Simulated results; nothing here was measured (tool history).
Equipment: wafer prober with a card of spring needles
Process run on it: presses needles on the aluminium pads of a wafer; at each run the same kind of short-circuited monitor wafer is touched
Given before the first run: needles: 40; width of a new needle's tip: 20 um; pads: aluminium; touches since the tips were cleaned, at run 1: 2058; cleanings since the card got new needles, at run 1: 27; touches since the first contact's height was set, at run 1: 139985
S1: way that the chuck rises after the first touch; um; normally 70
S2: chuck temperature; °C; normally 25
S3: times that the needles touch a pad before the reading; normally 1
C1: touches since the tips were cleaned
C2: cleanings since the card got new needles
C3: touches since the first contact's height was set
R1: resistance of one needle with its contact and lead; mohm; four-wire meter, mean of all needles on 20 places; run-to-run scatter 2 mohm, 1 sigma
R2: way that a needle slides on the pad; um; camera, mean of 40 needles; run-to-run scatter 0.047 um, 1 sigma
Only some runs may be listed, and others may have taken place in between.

run,hour,S1,S2,S3,C1,C2,C3,R1,R2
1,0,70,25,1,2058,27,139985,289,15.3
# hour 9.1: tips cleaned on abrasive film
# hour 18.1: height of the first contact set anew
# hour 23.4: tips cleaned on abrasive film
2,23.7,70,25,1,118,29,1762,233,15.02
# hour 38.6: tips cleaned on abrasive film
3,51.5,70,25,1,4097,30,10545,324,14.95
# hour 53.9: tips cleaned on abrasive film
# hour 69.4: tips cleaned on abrasive film
4,75.6,55,25,1,1969,32,18171,333,11.57
# hour 84.6: tips cleaned on abrasive film
# hour 100.9: tips cleaned on abrasive film
5,105.1,70,25,1,1354,34,27491,271,14.92
# hour 116: tips cleaned on abrasive film
6,120.4,70,25,1,1390,35,32295,273,14.89
# hour 131.1: tips cleaned on abrasive film
7,134.7,70,25,1,1156,36,36837,265,14.92
# hour 146.4: tips cleaned on abrasive film
8,157.6,70,25,1,3551,37,44079,330,14.82
# hour 162.2: tips cleaned on abrasive film
# hour 165: height of the first contact set anew, once more
9,172.4,70,25,1,3164,38,2359,308,15.98
# hour 178.7: tips cleaned on abrasive film
10,188,70,25,1,2966,39,7292,310,15.92
# hour 194.8: tips cleaned on abrasive film
# hour 209.7: tips cleaned on abrasive film
11,212.8,70,25,1,989,41,15108,257,15.88
# hour 224.8: tips cleaned on abrasive film
12,235.4,70,25,1,3357,42,22259,311,15.83
# hour 239.9: tips cleaned on abrasive film
# hour 255.2: tips cleaned on abrasive film
13,260.3,70,25,1,1643,44,30119,268,15.94
# hour 270.4: tips cleaned on abrasive film
14,274.7,70,25,2,1378,45,34656,248,15.81
# hour 284.2: tips cleaned on abrasive film
15,296.9,70,27,2,4051,46,41702,283,15.82
# hour 298.5: tips cleaned on abrasive film
# hour 312.9: tips cleaned on abrasive film
16,317.8,65,54,1,1582,48,48282,279,14.55
# hour 326.7: tips cleaned on abrasive film
# hour 341.7: tips cleaned on abrasive film
17,346.8,65,54,1,1623,50,57425,290,14.57
# hour 356.5: tips cleaned on abrasive film
18,361.7,85,51,1,1635,51,62128,261,19.04
# hour 370.6: tips cleaned on abrasive film
# hour 385.6: tips cleaned on abrasive film
19,391,85,123,1,1745,53,71407,273,19.05
# hour 399.4: tips cleaned on abrasive film
20,408.5,85,123,1,2901,54,76941,295,18.93
# hour 413.4: tips cleaned on abrasive film
# hour 428.8: tips cleaned on abrasive film
21,438.8,85,123,1,3173,56,86491,297,19.03
# hour 444.1: tips cleaned on abrasive film
# hour 458.2: tips cleaned on abrasive film
22,466.2,85,123,1,2554,58,95157,284,18.89
# hour 473.3: tips cleaned on abrasive film
23,484,53,74,1,3416,59,100787,414,11.53
# hour 487.7: tips cleaned on abrasive film
# hour 502.7: tips cleaned on abrasive film
24,512.1,53,74,1,3006,61,109667,401,11.45
# hour 516.6: tips cleaned on abrasive film
# hour 530.5: tips cleaned on abrasive film
25,536.6,70,80,1,1950,63,117376,301,15.34

For run 26, what comes out?
# hour 545.4: tips cleaned on abrasive film
# hour 559.8: tips cleaned on abrasive film
26,562.2,55,124,2,758,65,125455,?,?

{"run 26": {"R1": 290, "R2": 11.87}}
Were there no unlogged condition in the tool, this run, its random variation unchanged, would have produced R1 250 mohm, R2 12.53 um.
